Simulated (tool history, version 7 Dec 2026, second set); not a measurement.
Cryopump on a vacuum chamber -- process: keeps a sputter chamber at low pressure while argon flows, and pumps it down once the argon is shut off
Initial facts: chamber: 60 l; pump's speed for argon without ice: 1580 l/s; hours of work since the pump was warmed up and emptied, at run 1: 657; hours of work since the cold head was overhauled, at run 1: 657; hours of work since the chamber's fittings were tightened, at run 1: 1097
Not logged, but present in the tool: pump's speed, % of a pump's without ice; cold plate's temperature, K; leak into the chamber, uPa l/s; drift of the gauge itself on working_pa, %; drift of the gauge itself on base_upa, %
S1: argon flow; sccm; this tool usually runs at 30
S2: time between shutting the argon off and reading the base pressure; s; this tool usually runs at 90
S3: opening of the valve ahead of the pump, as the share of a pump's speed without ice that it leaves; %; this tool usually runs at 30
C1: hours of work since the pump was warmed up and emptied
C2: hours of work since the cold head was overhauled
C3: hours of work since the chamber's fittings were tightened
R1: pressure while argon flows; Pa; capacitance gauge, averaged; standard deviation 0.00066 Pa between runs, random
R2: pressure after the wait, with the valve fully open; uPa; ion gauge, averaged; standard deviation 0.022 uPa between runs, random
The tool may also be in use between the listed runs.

run,hour,S1,S2,S3,C1,C2,C3,R1,R2
1,0.0,30,90,30,657,657,1097,0.1114,1.17
2,48.6,30,160,30,700,700,1139,0.1117,1.02
3,160.4,30,160,30,798,798,1237,0.1113,1.07
# hour 263.0: pump warmed up, emptied and cooled again
4,282.5,30,160,30,17,900,1339,0.1084,1.01
5,402.1,30,160,30,122,1005,1444,0.1092,1.05
6,452.4,30,160,30,166,1049,1488,0.1090,1.07
7,503.4,30,160,30,210,1093,1532,0.1090,1.15
8,622.7,30,160,30,314,1197,1637,0.1099,1.15
9,674.4,16,70,24,360,1243,1682,0.0732,1.53
10,728.7,49,90,32,407,1290,1729,0.1697,1.45
11,779.8,28,90,24,452,1335,1774,0.1279,1.42

Hidden state at the last listed run before each entry between runs and at the first one after, where it differs:
Between runs 3 and 4: pump warmed up, emptied and cooled again (hour 263.0)
  pump's speed, % of a pump's without ice: 86.8 -> 99.1; cold plate's temperature, K: 12.78 -> 12.86; leak into the chamber, uPa l/s: 1089 -> 1154
  difference, measured minus the result without the unlogged condition, R1: +0.0055 -> +0.0008 Pa; R2: +0.63 -> +0.56 uPa
